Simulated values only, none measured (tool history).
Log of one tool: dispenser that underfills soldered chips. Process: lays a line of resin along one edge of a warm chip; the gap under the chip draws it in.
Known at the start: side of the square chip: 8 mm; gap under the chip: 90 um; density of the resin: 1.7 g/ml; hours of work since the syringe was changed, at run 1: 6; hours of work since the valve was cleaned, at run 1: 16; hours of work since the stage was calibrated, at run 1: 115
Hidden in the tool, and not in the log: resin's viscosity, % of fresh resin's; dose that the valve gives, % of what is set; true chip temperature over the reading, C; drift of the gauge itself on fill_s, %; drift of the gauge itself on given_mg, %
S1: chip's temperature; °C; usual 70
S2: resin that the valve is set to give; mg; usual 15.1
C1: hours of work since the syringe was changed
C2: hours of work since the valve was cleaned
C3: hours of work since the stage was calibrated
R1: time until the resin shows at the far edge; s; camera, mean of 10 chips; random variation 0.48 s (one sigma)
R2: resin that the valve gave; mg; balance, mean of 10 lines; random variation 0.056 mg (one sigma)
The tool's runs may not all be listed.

Run 1, hour 0: usual settings; C1 6; C2 16; C3 115. Result: R1 53.9 s, R2 14.89 mg.
Run 2, hour 4.8: usual settings; C1 9; C2 19; C3 118. Result: R1 66.1 s, R2 14.9 mg.
At hour 5.4: new syringe of resin.
Run 3, hour 7.8: usual settings; C1 1; C2 21; C3 120. Result: R1 42.8 s, R2 14.86 mg.
Run 4, hour 10.7: usual settings but S2 14.3 mg; C1 3; C2 23; C3 122. Result: R1 48 s, R2 14 mg.
Run 5, hour 13: usual settings; C1 5; C2 24; C3 123. Result: R1 52.1 s, R2 14.89 mg.
Run 6, hour 16.5: usual settings; C1 7; C2 26; C3 125. Result: R1 59.8 s, R2 14.71 mg.
At hour 19.7: new syringe of resin.
Run 7, hour 21.6: usual settings; C1 1; C2 29; C3 128. Result: R1 40.9 s, R2 14.74 mg.
Run 8, hour 24.5: usual settings but S1 64 °C; C1 3; C2 31; C3 130. Result: R1 60.9 s, R2 14.74 mg.
Run 9, hour 29.4: usual settings but S2 15.3 mg; C1 6; C2 34; C3 133. Result: R1 54 s, R2 14.82 mg.
Run 10, hour 33.4: usual settings but S2 15.3 mg; C1 8; C2 37; C3 136. Result: R1 63.2 s, R2 14.85 mg.
At hour 34: new syringe of resin.
Run 11, hour 37.6: usual settings but S2 15.3 mg; C1 2; C2 39; C3 138. Result: R1 44.3 s, R2 14.87 mg.
Run 12, hour 42.6: usual settings but S1 71 °C; C1 5; C2 42; C3 141. Result: R1 52.6 s, R2 14.58 mg.
Run 13, hour 46.7: usual settings but S1 71 °C, S2 14.5 mg; C1 8; C2 45; C3 144. Result: R1 61.5 s, R2 13.97 mg.
At hour 48.2: new syringe of resin.
Run 14, hour 51.9: usual settings but S1 67 °C, S2 15.5 mg; C1 2; C2 48; C3 147. Result: R1 52.2 s, R2 14.85 mg.
Run 15, hour 55.1: usual settings but S2 17.2 mg; C1 4; C2 50; C3 149. Result: R1 51.5 s, R2 16.55 mg.
Run 16, hour 59.2: usual settings but S1 78 °C, S2 16 mg; C1 7; C2 52; C3 151. Result: R1 42.7 s, R2 15.27 mg.

Forecast each of these 4 alternatives for the next run:
At hour 62.4: new syringe of resin.
Run A, hour 64.5: usual settings but S1 73 °C, S2 19.1 mg; C1 1; C2 55; C3 154. Result: R1 ?, R2 ?.
At hour 62.4: new syringe of resin.
Run B, hour 64.5: usual settings but S1 76 °C, S2 17.1 mg; C1 1; C2 55; C3 154. Result: R1 ?, R2 ?.
At hour 62.4: new syringe of resin.
Run C, hour 64.5: usual settings but S1 67 °C, S2 15.8 mg; C1 1; C2 55; C3 154. Result: R1 ?, R2 ?.
At hour 62.4: new syringe of resin.
Run D, hour 64.5: usual settings but S1 64 °C, S2 13.3 mg; C1 1; C2 55; C3 154. Result: R1 ?, R2 ?.

run    R1     R2
  A  36.6  18.19
  B  32.5  16.28
  C  49.1  14.94
  D  59.9  12.72
Without the tool's hidden state the same runs would have given:
run    R1     R2
  A  31.9   19.1
  B  28.2   17.1
  C  42.5  15.69
  D  51.5  13.35
